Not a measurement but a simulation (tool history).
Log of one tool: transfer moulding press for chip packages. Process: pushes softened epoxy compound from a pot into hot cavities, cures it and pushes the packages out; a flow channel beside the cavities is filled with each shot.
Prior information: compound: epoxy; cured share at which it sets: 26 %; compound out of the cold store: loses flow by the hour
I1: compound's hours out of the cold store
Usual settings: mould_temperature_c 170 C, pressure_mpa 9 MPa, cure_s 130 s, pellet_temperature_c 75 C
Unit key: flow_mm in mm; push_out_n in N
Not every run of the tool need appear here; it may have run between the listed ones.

run 1 day=0 | mould_temperature_c=170 pressure_mpa=9 cure_s=130 pellet_temperature_c=75 | I1=32.1 | flow_mm=634 push_out_n=240
run 2 day=0.475 | mould_temperature_c=170 pressure_mpa=9 cure_s=134 pellet_temperature_c=75 | I1=13.5 | flow_mm=703 push_out_n=244
run 3 day=0.783 | mould_temperature_c=170 pressure_mpa=9 cure_s=134 pellet_temperature_c=75 | I1=46.7 | flow_mm=592 push_out_n=229
run 4 day=1.396 | mould_temperature_c=170 pressure_mpa=9 cure_s=134 pellet_temperature_c=75 | I1=25.2 | flow_mm=658 push_out_n=244
run 5 day=1.675 | mould_temperature_c=170 pressure_mpa=7.23 cure_s=134 pellet_temperature_c=75 | I1=18.7 | flow_mm=616 push_out_n=247
run 6 day=2.088 | mould_temperature_c=170 pressure_mpa=7.23 cure_s=134 pellet_temperature_c=75 | I1=32.8 | flow_mm=574 push_out_n=239
run 7 day=2.362 | mould_temperature_c=170 pressure_mpa=7.23 cure_s=134 pellet_temperature_c=75 | I1=45.6 | flow_mm=529 push_out_n=239
run 8 day=2.775 | mould_temperature_c=170 pressure_mpa=9 cure_s=130 pellet_temperature_c=83 | I1=30.3 | flow_mm=642 push_out_n=241
run 9 day=3.096 | mould_temperature_c=170 pressure_mpa=9 cure_s=130 pellet_temperature_c=83 | I1=16.2 | flow_mm=688 push_out_n=245
run 10 day=3.404 | mould_temperature_c=170 pressure_mpa=9 cure_s=134 pellet_temperature_c=83 | I1=21.4 | flow_mm=672 push_out_n=249
run 11 day=3.75 | mould_temperature_c=170 pressure_mpa=9 cure_s=130 pellet_temperature_c=75 | I1=31.7 | flow_mm=640 push_out_n=242
run 12 day=4.188 | mould_temperature_c=170 pressure_mpa=9 cure_s=130 pellet_temperature_c=75 | I1=40.2 | flow_mm=611 push_out_n=250
run 13 day=4.617 | mould_temperature_c=170 pressure_mpa=9 cure_s=130 pellet_temperature_c=75 | I1=11.1 | flow_mm=712 push_out_n=266
run 14 day=4.933 | mould_temperature_c=170 pressure_mpa=8.01 cure_s=130 pellet_temperature_c=75 | I1=9.6 | flow_mm=683 push_out_n=240
run 15 day=5.538 | mould_temperature_c=170 pressure_mpa=8.01 cure_s=130 pellet_temperature_c=78 | I1=18.8 | flow_mm=648 push_out_n=245
run 16 day=5.829 | mould_temperature_c=170 pressure_mpa=8.01 cure_s=130 pellet_temperature_c=78 | I1=39.8 | flow_mm=582 push_out_n=232
run 17 day=6.221 | mould_temperature_c=170 pressure_mpa=8.01 cure_s=130 pellet_temperature_c=78 | I1=38.7 | flow_mm=577 push_out_n=245
run 18 day=6.825 | mould_temperature_c=163 pressure_mpa=8.01 cure_s=130 pellet_temperature_c=78 | I1=35.6 | flow_mm=604 push_out_n=351
run 19 day=7.108 | mould_temperature_c=163 pressure_mpa=8.01 cure_s=130 pellet_temperature_c=78 | I1=23.3 | flow_mm=643 push_out_n=368
run 20 day=7.488 | mould_temperature_c=177 pressure_mpa=8.01 cure_s=130 pellet_temperature_c=78 | I1=38.8 | flow_mm=574 push_out_n=225
run 21 day=7.862 | mould_temperature_c=170 pressure_mpa=9.97 cure_s=154 pellet_temperature_c=71 | I1=36.7 | flow_mm=658 push_out_n=218
run 22 day=8.246 | mould_temperature_c=170 pressure_mpa=9 cure_s=158 pellet_temperature_c=75 | I1=17.9 | flow_mm=690 push_out_n=227
run 23 day=8.533 | mould_temperature_c=170 pressure_mpa=8.6 cure_s=135 pellet_temperature_c=77 | I1=13.8 | flow_mm=689 push_out_n=238
run 24 day=9.083 | mould_temperature_c=170 pressure_mpa=8.6 cure_s=167 pellet_temperature_c=77 | I1=23.4 | flow_mm=649 push_out_n=217
run 25 day=9.4 | mould_temperature_c=170 pressure_mpa=8.6 cure_s=167 pellet_temperature_c=77 | I1=33.5 | flow_mm=618 push_out_n=214
run 26 day=9.675 | mould_temperature_c=171 pressure_mpa=7.93 cure_s=111 pellet_temperature_c=77 | I1=25.4 | flow_mm=621 push_out_n=289
run 27 day=10.262 | mould_temperature_c=171 pressure_mpa=7.93 cure_s=129 pellet_temperature_c=77 | I1=41.1 | flow_mm=570 push_out_n=241
run 28 day=10.562 | mould_temperature_c=170 pressure_mpa=7.63 cure_s=130 pellet_temperature_c=75 | I1=47.6 | flow_mm=549 push_out_n=245
run 29 day=10.846 | mould_temperature_c=170 pressure_mpa=7.63 cure_s=130 pellet_temperature_c=75 | I1=10.3 | flow_mm=656 push_out_n=242

The log once held 2 entries between its listed runs, left out of this copy. Where does each go, and what is different about the tool's unlogged condition between the listed run before it and the listed run after it?
Run 7 -> run 8: cavities cleaned with cleaning compound and waxed (day 2.604)
  grip of the stained cavities, % over clean ones': 1.3 -> 0.1
Run 19 -> run 20: cavities cleaned with cleaning compound and waxed (day 7.433)
  pressure that reaches the compound, % of what is set: 99.96 -> 99.95; grip of the stained cavities, % over clean ones': 1.3 -> 0.1
